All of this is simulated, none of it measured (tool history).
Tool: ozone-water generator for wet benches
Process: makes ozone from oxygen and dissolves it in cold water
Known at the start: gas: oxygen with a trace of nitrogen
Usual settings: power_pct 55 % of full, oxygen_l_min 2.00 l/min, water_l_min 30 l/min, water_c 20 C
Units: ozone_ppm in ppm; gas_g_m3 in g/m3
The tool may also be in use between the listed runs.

run     day  power_pct  oxygen_l_min  water_l_min  water_c  ozone_ppm  gas_g_m3
  1   0.000         55          2.00           30       20        6.1     169.1
  2   2.167         55          2.00           30       20        6.4     168.7
  3   3.862         55          2.00           30       20        6.3     170.4
  4   5.158         55          2.00           30       20        6.4     168.8
  5   7.358         55          2.00           30       20        6.4     168.7
  6   9.146         55          2.00           39       20        4.4     168.4
  7  10.550         55          2.00           30       20        6.2     169.3
  8  12.008         55          2.00           30       26        6.1     168.8
  9  13.412         55          2.00           21       20        9.3     170.6
 10  14.558         55          2.78           30       20        7.1     146.5
 11  15.979         55          2.78           30       20        7.2     148.7
 12  17.146         55          2.00           30       20        6.4     171.2
 13  19.338         55          2.00           30       20        6.4     172.0
 14  20.454         55          2.00           30       25        6.2     169.6
 15  22.342         55          2.00           30       23        6.3     170.4
 16  23.717         55          2.00           30       20        6.4     170.1
 17  25.392         55          2.00           30       20        6.4     170.9
 18  27.600         52          1.09           37       15        3.4     213.6
 19  29.675         63          2.00           30       27        6.7     189.4
     30.200  -- contactor cleaned
 20  31.000         63          2.00           30       27        6.6     188.9
 21  32.350         55          2.00           25       20        7.7     172.1

Run 22 comes next. What will it give?
 22  33.754         55          2.00           21       20          ?         ?

Run 22 gave ozone_ppm 9.6 ppm, gas_g_m3 171.7 g/m3.
Without the tool's hidden state the same run would have given ozone_ppm 9.6 ppm, gas_g_m3 167.8 g/m3.

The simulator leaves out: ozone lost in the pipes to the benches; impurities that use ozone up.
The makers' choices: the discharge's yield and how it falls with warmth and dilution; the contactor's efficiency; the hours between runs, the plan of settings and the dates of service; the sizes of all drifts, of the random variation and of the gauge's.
